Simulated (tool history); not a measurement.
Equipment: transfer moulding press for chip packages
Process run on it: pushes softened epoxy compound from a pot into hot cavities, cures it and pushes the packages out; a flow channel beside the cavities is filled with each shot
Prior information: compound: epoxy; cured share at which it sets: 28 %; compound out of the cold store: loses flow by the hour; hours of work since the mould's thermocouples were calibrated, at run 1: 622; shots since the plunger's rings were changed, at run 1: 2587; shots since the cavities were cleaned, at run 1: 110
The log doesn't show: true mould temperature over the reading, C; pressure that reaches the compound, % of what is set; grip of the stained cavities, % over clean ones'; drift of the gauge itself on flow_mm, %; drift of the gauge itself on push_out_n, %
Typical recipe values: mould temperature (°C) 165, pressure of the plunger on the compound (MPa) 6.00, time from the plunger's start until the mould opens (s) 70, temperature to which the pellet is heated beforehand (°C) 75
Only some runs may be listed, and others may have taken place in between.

run,hour,mould temperature (°C),pressure of the plunger on the compound (MPa),time from the plunger's start until the mould opens (s),temperature to which the pellet is heated beforehand (°C),hours of work since the mould's thermocouples were calibrated,shots since the plunger's rings were changed,shots since the cavities were cleaned,incoming compound's hours out of the cold store,length that the compound runs in the flow channel (mm),greatest force on the pins that push the packages out (N)
1,0.0,165,6.00,70,75,622,2587,110,29.0,709,574
# hour 4.4: plunger's sealing rings changed
2,19.8,165,6.00,70,75,631,192,326,35.6,727,633
3,50.7,165,6.00,70,75,646,577,711,43.0,705,716
4,69.6,165,6.00,70,75,655,813,947,45.0,699,776
# hour 76.8: cavities cleaned with cleaning compound and waxed
5,88.5,165,6.00,70,75,664,1030,145,13.5,761,859
6,110.3,161,6.00,70,75,674,1302,417,39.3,714,1064
7,140.2,161,6.00,70,75,689,1674,789,25.6,739,1100
# hour 159.0: cavities cleaned with cleaning compound and waxed
8,173.4,161,6.00,70,75,705,2070,179,14.3,757,872
9,191.0,159,6.00,70,75,713,2289,398,12.8,764,1080
# hour 219.9: plunger's sealing rings changed
10,220.8,165,6.00,70,74,727,12,740,10.4,781,748
# hour 244.1: cavities cleaned with cleaning compound and waxed
11,253.4,165,6.00,70,74,742,398,115,22.2,752,592
# hour 267.0: cavities cleaned with cleaning compound and waxed, once more
12,275.4,158,6.00,70,75,752,655,105,8.1,799,1066
# hour 293.1: mould's thermocouples calibrated
13,301.6,165,6.38,70,75,4,956,406,25.9,767,754
14,329.3,165,6.38,70,75,18,1302,752,21.6,769,844
15,345.2,165,6.38,70,75,25,1500,950,22.6,766,891
# hour 351.7: cavities cleaned with cleaning compound and waxed
16,381.3,165,4.63,70,75,42,1931,369,22.1,647,742
17,402.2,168,5.62,70,70,53,2193,631,15.0,719,707
18,423.3,167,5.62,97,70,63,2456,894,46.0,654,521
# hour 433.5: cavities cleaned with cleaning compound and waxed
# hour 441.4: plunger's sealing rings changed
19,460.6,167,6.55,97,70,79,240,307,16.8,801,453
20,475.9,163,5.23,57,67,87,430,497,27.5,703,1604
21,511.4,165,5.69,98,75,104,873,940,16.5,746,534
# hour 518.0: cavities cleaned with cleaning compound and waxed
22,540.9,165,5.69,98,75,118,1223,286,44.0,685,468
23,570.3,165,5.75,75,82,132,1589,652,35.4,701,671
# hour 600.9: cavities cleaned with cleaning compound and waxed
24,608.6,169,6.00,70,75,150,2048,97,37.0,696,489
25,634.5,169,6.00,70,75,163,2371,420,10.6,749,595
# hour 658.4: plunger's sealing rings changed
26,672.3,171,4.62,70,75,180,173,860,24.3,649,610
# hour 686.0: cavities cleaned with cleaning compound and waxed
27,704.6,158,6.59,55,75,195,557,232,42.3,766,1766

Take each entry between the runs: how does the hidden state at the last listed run before it differ from the hidden state at the first listed run after it?
In the gap between runs 1 and 2: plunger's sealing rings changed (hour 4.4)
  true mould temperature over the reading, C: 1.39 -> 1.41; pressure that reaches the compound, % of what is set: 91.5 -> 98.93; grip of the stained cavities, % over clean ones': 8.1 -> 20.6
  the result without the hidden state subtracted from the measured one, length that the compound runs in the flow channel (mm): -36 -> -7; greatest force on the pins that push the packages out (N): -9 -> +58
In the gap between runs 4 and 5: cavities cleaned with cleaning compound and waxed (hour 76.8)
  true mould temperature over the reading, C: 1.45 -> 1.47; pressure that reaches the compound, % of what is set: 96.95 -> 96.19; grip of the stained cavities, % over clean ones': 42 -> 50.5
  the result without the hidden state subtracted from the measured one, length that the compound runs in the flow channel (mm): -14 -> -19; greatest force on the pins that push the packages out (N): +178 -> +228
In the gap between runs 7 and 8: cavities cleaned with cleaning compound and waxed (hour 159.0)
  true mould temperature over the reading, C: 1.51 -> 1.54; pressure that reaches the compound, % of what is set: 94.1 -> 92.83; grip of the stained cavities, % over clean ones': 55.7 -> 14.1
  the result without the hidden state subtracted from the measured one, length that the compound runs in the flow channel (mm): -27 -> -33; greatest force on the pins that push the packages out (N): +308 -> +11
In the gap between runs 9 and 10: plunger's sealing rings changed (hour 219.9)
  true mould temperature over the reading, C: 1.55 -> 1.58; pressure that reaches the compound, % of what is set: 92.17 -> 99.44; grip of the stained cavities, % over clean ones': 24.9 -> 36.8
  the result without the hidden state subtracted from the measured one, length that the compound runs in the flow channel (mm): -37 -> -7; greatest force on the pins that push the packages out (N): +109 -> +137
In the gap between runs 10 and 11: cavities cleaned with cleaning compound and waxed (hour 244.1)
  true mould temperature over the reading, C: 1.58 -> 1.61; pressure that reaches the compound, % of what is set: 99.44 -> 98.14; grip of the stained cavities, % over clean ones': 36.8 -> 8.2
  the result without the hidden state subtracted from the measured one, length that the compound runs in the flow channel (mm): -7 -> -11; greatest force on the pins that push the packages out (N): +137 -> -19
In the gap between runs 11 and 12: cavities cleaned with cleaning compound and waxed, once more (hour 267.0)
  true mould temperature over the reading, C: 1.61 -> 1.63; pressure that reaches the compound, % of what is set: 98.14 -> 97.39; grip of the stained cavities, % over clean ones': 8.2 -> 7
  the result without the hidden state subtracted from the measured one, length that the compound runs in the flow channel (mm): -11 -> -16; greatest force on the pins that push the packages out (N): -19 -> -54
In the gap between runs 12 and 13: mould's thermocouples calibrated (hour 293.1)
  true mould temperature over the reading, C: 1.63 -> -0.14; pressure that reaches the compound, % of what is set: 97.39 -> 96.5; grip of the stained cavities, % over clean ones': 7 -> 24.6
  the result without the hidden state subtracted from the measured one, length that the compound runs in the flow channel (mm): -16 -> -14; greatest force on the pins that push the packages out (N): -54 -> +154
In the gap between runs 15 and 16: cavities cleaned with cleaning compound and waxed (hour 351.7)
  true mould temperature over the reading, C: -0.1 -> -0.07; pressure that reaches the compound, % of what is set: 94.69 -> 93.33; grip of the stained cavities, % over clean ones': 42.6 -> 23.4
  the result without the hidden state subtracted from the measured one, length that the compound runs in the flow channel (mm): -21 -> -23; greatest force on the pins that push the packages out (N): +271 -> +144
In the gap between runs 18 and 19: cavities cleaned with cleaning compound and waxed (hour 433.5); plunger's sealing rings changed (hour 441.4)
  true mould temperature over the reading, C: -0.04 -> -0.01; pressure that reaches the compound, % of what is set: 91.74 -> 99.16; grip of the stained cavities, % over clean ones': 41 -> 20.5
  the result without the hidden state subtracted from the measured one, length that the compound runs in the flow channel (mm): -29 -> -3; greatest force on the pins that push the packages out (N): +152 -> +78
In the gap between runs 21 and 22: cavities cleaned with cleaning compound and waxed (hour 518.0)
  true mould temperature over the reading, C: 0.04 -> 0.06; pressure that reaches the compound, % of what is set: 97.09 -> 96.04; grip of the stained cavities, % over clean ones': 41.7 -> 20.4
  the result without the hidden state subtracted from the measured one, length that the compound runs in the flow channel (mm): -11 -> -14; greatest force on the pins that push the packages out (N): +158 -> +79
In the gap between runs 23 and 24: cavities cleaned with cleaning compound and waxed (hour 600.9)
  true mould temperature over the reading, C: 0.09 -> 0.12; pressure that reaches the compound, % of what is set: 94.95 -> 93.59; grip of the stained cavities, % over clean ones': 34.9 -> 8.4
  the result without the hidden state subtracted from the measured one, length that the compound runs in the flow channel (mm): -19 -> -23; greatest force on the pins that push the packages out (N): +172 -> +36
In the gap between runs 25 and 26: plunger's sealing rings changed (hour 658.4)
  true mould temperature over the reading, C: 0.15 -> 0.18; pressure that reaches the compound, % of what is set: 92.64 -> 99.24; grip of the stained cavities, % over clean ones': 24.9 -> 39.3
  the result without the hidden state subtracted from the measured one, length that the compound runs in the flow channel (mm): -29 -> -3; greatest force on the pins that push the packages out (N): +115 -> +169
In the gap between runs 26 and 27: cavities cleaned with cleaning compound and waxed (hour 686.0)
  true mould temperature over the reading, C: 0.18 -> 0.2; pressure that reaches the compound, % of what is set: 99.24 -> 98.09; grip of the stained cavities, % over clean ones': 39.3 -> 15.7
  the result without the hidden state subtracted from the measured one, length that the compound runs in the flow channel (mm): -3 -> -8; greatest force on the pins that push the packages out (N): +169 -> +228

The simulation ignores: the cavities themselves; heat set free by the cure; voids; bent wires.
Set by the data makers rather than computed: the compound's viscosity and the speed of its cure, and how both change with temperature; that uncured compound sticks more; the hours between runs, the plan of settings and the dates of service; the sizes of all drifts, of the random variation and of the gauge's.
